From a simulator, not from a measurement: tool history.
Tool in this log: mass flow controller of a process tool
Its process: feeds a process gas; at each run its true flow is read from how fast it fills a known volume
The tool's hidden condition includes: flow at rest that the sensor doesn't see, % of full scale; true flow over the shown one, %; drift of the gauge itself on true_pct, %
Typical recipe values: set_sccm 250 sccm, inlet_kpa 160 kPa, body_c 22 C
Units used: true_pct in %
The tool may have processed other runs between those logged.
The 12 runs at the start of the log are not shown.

| run | hour | set_sccm | inlet_kpa | body_c | hours of work since the controller was set to zero | hours of work since the controller was changed | true_pct |
|---|---|---|---|---|---|---|---|
| 13 | 2882.4 | 250 | 148 | 22 | 3045 | 8204 | 96.3 |
| 14 | 3142.3 | 250 | 148 | 22 | 3243 | 8402 | 96.2 |
| 15 | 3339 | 250 | 148 | 22 | 3394 | 8552 | 96.13 |
| 16 | 3629 | 250 | 148 | 22 | 3615 | 8773 | 96.07 |
| 17 | 3806.2 | 250 | 160 | 22 | 3750 | 8908 | 95.82 |
| 18 | 4180 | 250 | 160 | 22 | 4035 | 9194 | 95.83 |
| 19 | 4444.4 | 55 | 231 | 35 | 4237 | 9395 | 89.93 |
| 20 | 4603.8 | 105 | 185 | 22 | 4359 | 9517 | 93.7 |
|  | 4624.3 | controller's zero set anew |
| 21 | 4976.4 | 105 | 185 | 22 | 269 | 9801 | 92.9 |
| 22 | 5313.9 | 327 | 190 | 37 | 526 | 10058 | 94.23 |
| 23 | 5628.4 | 435 | 155 | 28 | 766 | 10299 | 95.32 |
| 24 | 5819.1 | 435 | 155 | 28 | 912 | 10444 | 95.25 |
| 25 | 6010.5 | 303 | 160 | 22 | 1058 | 10590 | 95.17 |
| 26 | 6204.8 | 65 | 181 | 29 | 1206 | 10738 | 88.95 |
|  | 6281 | controller's zero set anew, once more |
| 27 | 6362.1 | 88 | 233 | 28 | 62 | 10858 | 95.53 |
| 28 | 6595.7 | 279 | 233 | 28 | 240 | 11036 | 95.53 |
| 29 | 6924.2 | 279 | 233 | 28 | 491 | 11287 | 95.51 |
| 30 | 7252.3 | 279 | 233 | 28 | 741 | 11537 | 95.34 |
| 31 | 7449.1 | 279 | 233 | 28 | 891 | 11687 | 95.25 |
| 32 | 7722.1 | 250 | 140 | 22 | 1100 | 11896 | 95.64 |
| 33 | 8084.5 | 250 | 140 | 22 | 1376 | 12172 | 95.64 |
| 34 | 8411.3 | 250 | 166 | 32 | 1626 | 12422 | 94.44 |
| 35 | 8654.9 | 250 | 166 | 32 | 1811 | 12607 | 94.31 |
| 36 | 9009 | 250 | 166 | 32 | 2082 | 12878 | 94.11 |

Consider 4 possible next runs. They are alternatives, not a sequence: every one starts from the tool as it was left by run 36. What does each give?
| A | 9176.1 | 109 | 166 | 32 | 2209 | 13005 | ? |
| B | 9176.1 | 391 | 160 | 22 | 2209 | 13005 | ? |
| C | 9176.1 | 436 | 231 | 27 | 2209 | 13005 | ? |
| D | 9176.1 | 267 | 261 | 22 | 2209 | 13005 | ? |

| run | true_pct |
|---|---|
| A | 93.12 |
| B | 95.59 |
| C | 94.98 |
| D | 94.98 |
What these runs would have given with no unlogged condition in the tool:
| run | true_pct |
|---|---|
| A | 98.88 |
| B | 100.36 |
| C | 99.71 |
| D | 99.93 |
